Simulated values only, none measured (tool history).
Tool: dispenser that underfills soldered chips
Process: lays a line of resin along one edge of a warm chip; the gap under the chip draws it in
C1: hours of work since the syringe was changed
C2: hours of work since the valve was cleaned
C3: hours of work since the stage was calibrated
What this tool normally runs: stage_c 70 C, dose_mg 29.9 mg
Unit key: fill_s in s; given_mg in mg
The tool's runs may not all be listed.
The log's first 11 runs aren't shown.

-- hour=49.1 new syringe of resin
-- hour=51.8 dispensing valve cleaned and set on the balance
run 12 hour=51.8 | stage_c=70 dose_mg=27.7 | C1=1 C2=0 C3=201 | fill_s=94.7 given_mg=27.68
run 13 hour=55.7 | stage_c=70 dose_mg=27.7 | C1=4 C2=3 C3=204 | fill_s=122.1 given_mg=27.69
run 14 hour=59 | stage_c=70 dose_mg=27.7 | C1=7 C2=6 C3=206 | fill_s=150.8 given_mg=27.52
-- hour=61 new syringe of resin
run 15 hour=63.4 | stage_c=70 dose_mg=27.7 | C1=2 C2=9 C3=210 | fill_s=98.1 given_mg=27.61
run 16 hour=69.2 | stage_c=68 dose_mg=29.9 | C1=6 C2=13 C3=214 | fill_s=156.9 given_mg=29.61
-- hour=71.7 new syringe of resin
run 17 hour=75.9 | stage_c=68 dose_mg=29.9 | C1=3 C2=18 C3=219 | fill_s=118.2 given_mg=29.47
-- hour=82.5 new syringe of resin
run 18 hour=82.9 | stage_c=74 dose_mg=25.5 | C1=0 C2=24 C3=224 | fill_s=70.3 given_mg=24.92
run 19 hour=87.8 | stage_c=75 dose_mg=36.9 | C1=4 C2=28 C3=228 | fill_s=84.6 given_mg=35.99
run 20 hour=92.9 | stage_c=56 dose_mg=28.2 | C1=8 C2=32 C3=232 | fill_s=364 given_mg=27.63
-- hour=93.7 new syringe of resin
run 21 hour=98 | stage_c=70 dose_mg=26.2 | C1=3 C2=35 C3=236 | fill_s=112.8 given_mg=25.36
run 22 hour=103.7 | stage_c=56 dose_mg=31.6 | C1=8 C2=40 C3=241 | fill_s=348.9 given_mg=30.7
-- hour=104.8 new syringe of resin
run 23 hour=110.3 | stage_c=77 dose_mg=33.3 | C1=4 C2=45 C3=245 | fill_s=80.8 given_mg=32.3
run 24 hour=113.6 | stage_c=61 dose_mg=33.7 | C1=7 C2=47 C3=248 | fill_s=235.5 given_mg=32.55

What does the tool deliver on the next run?
-- hour=115.8 new syringe of resin
run 25 hour=120.1 | stage_c=61 dose_mg=33.7 | C1=3 C2=52 C3=253 | fill_s=? given_mg=?

fill_s: 175 s
given_mg: 32.07 mg
The same run, on a tool lacking any hidden state, would have yielded fill_s 132.1 s, given_mg 33.52 mg.
